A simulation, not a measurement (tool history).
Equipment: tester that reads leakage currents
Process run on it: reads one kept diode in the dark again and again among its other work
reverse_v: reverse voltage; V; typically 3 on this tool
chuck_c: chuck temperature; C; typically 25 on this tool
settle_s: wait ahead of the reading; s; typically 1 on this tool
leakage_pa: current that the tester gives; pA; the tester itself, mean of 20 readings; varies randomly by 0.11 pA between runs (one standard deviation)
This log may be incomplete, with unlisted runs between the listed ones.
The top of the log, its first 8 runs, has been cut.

run   hour  reverse_v  chuck_c  settle_s  leakage_pa
  9  288.6          3       39      2.48      101.72
 10  332.5          3       25         1       40.94
 11  360.9       2.12       25         1       35.26
 12  384.4       2.12       25         1       35.55
 13  431.6          3       34         1       74.85
 14    476          3       34         1       75.56
 15  507.5          3       34         1       75.69
 16  544.8          3       34      4.27       75.51
     583.6  -- probe card cleaned and baked
 17  585.8          3       34      4.27        67.7
 18  609.1          3       34      4.27       67.76
 19    657       2.92       34      4.27       67.41
 20  696.5       2.92       34      4.27       67.48
 21  720.9      10.68       25      5.25       55.48
 22  758.3      10.68       42      0.42      186.81
 23    805       2.42       24      0.42       31.24
 24  843.2          3       31         1       56.46
 25  865.6      11.74       31         1       92.71
 26  903.2      13.58       23         1       58.32
 27  935.7       3.48       25      4.72       38.85
 28  965.5       3.48       25      4.72       39.26

The next listed run, before its measurement:
 29  985.7       3.48       25      0.37           ?

leakage_pa: 39.79 pA
Were there no unlogged condition in the tool, this run, its random variation unchanged, would have produced leakage_pa 34.8 pA.
